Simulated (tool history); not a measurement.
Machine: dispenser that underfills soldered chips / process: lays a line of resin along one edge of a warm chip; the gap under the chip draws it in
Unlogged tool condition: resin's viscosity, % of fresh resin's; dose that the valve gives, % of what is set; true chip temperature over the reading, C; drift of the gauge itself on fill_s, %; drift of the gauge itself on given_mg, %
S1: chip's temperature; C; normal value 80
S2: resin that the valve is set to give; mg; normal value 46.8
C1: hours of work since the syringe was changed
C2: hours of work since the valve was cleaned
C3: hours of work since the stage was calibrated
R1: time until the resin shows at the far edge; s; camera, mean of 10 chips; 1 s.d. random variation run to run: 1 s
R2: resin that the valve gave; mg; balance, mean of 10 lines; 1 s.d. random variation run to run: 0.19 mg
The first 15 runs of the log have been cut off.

At hour 190.1: new syringe of resin.
At hour 197.8: new syringe of resin.
Run 16, hour 200.5: usual settings but S2 59.1 mg; C1 2; C2 70; C3 178. Result: R1 98.4 s, R2 57.22 mg.
At hour 205.5: new syringe of resin.
Run 17, hour 209.5: usual settings but S2 59.1 mg; C1 3; C2 76; C3 185. Result: R1 103.1 s, R2 57.05 mg.
At hour 214.1: new syringe of resin.
At hour 221.4: new syringe of resin.
At hour 225.9: dispensing valve cleaned and set on the balance.
Run 18, hour 228.3: usual settings but S2 59.1 mg; C1 5; C2 2; C3 198. Result: R1 106.1 s, R2 59.67 mg.
At hour 230.2: new syringe of resin.
At hour 237.4: new syringe of resin.
Run 19, hour 242.2: usual settings but S1 84 C, S2 51.9 mg; C1 4; C2 12; C3 209. Result: R1 88.0 s, R2 51.72 mg.
At hour 244.9: new syringe of resin.
Run 20, hour 250.5: usual settings but S1 86 C, S2 40.9 mg; C1 4; C2 18; C3 215. Result: R1 89.4 s, R2 40.69 mg.
At hour 253.3: new syringe of resin.
At hour 261.1: new syringe of resin.
Run 21, hour 263.9: usual settings but S1 86 C, S2 40.9 mg; C1 2; C2 28; C3 225. Result: R1 81.9 s, R2 40.60 mg.
At hour 268.9: new syringe of resin.
Run 22, hour 272.5: usual settings but S1 86 C, S2 40.9 mg; C1 3; C2 35; C3 231. Result: R1 84.2 s, R2 40.35 mg.
At hour 276.2: new syringe of resin.
At hour 284.1: new syringe of resin.
Run 23, hour 284.1: usual settings but S1 86 C, S2 40.9 mg; C1 0; C2 43; C3 240. Result: R1 74.7 s, R2 40.26 mg.
At hour 291.9: new syringe of resin.
Run 24, hour 293.8: usual settings but S1 95 C, S2 41.2 mg; C1 1; C2 50; C3 247. Result: R1 53.7 s, R2 40.41 mg.
At hour 300.0: new syringe of resin.
Run 25, hour 306.5: usual settings but S1 83 C, S2 58.7 mg; C1 5; C2 60; C3 257. Result: R1 94.1 s, R2 57.30 mg.
At hour 307.7: new syringe of resin.
At hour 315.2: new syringe of resin.
At hour 323.7: new syringe of resin.
Run 26, hour 324.2: usual settings but S1 83 C, S2 58.7 mg; C1 0; C2 73; C3 270. Result: R1 81.2 s, R2 57.06 mg.
At hour 331.1: new syringe of resin.
At hour 339.4: new syringe of resin.
Run 27, hour 340.4: usual settings but S1 83 C, S2 58.7 mg; C1 1; C2 85; C3 282. Result: R1 83.9 s, R2 56.37 mg.
At hour 344.6: dispensing valve cleaned and set on the balance.
At hour 348.6: new syringe of resin.
Run 28, hour 354.0: usual settings but S1 83 C; C1 4; C2 7; C3 291. Result: R1 95.2 s, R2 46.84 mg.

Predict the results of run 29:
At hour 357.2: new syringe of resin.
At hour 365.4: new syringe of resin.
Run 29, hour 371.4: usual settings but S1 85 C, S2 53.4 mg; C1 5; C2 20; C3 304. Result: R1 ?, R2 ?.

Run 29 came out at R1 86.7 s, R2 53.17 mg.
Take away the tool's hidden state, keep the run-to-run variation as it was, and the same run would have given R1 75.9 s, R2 53.44 mg.
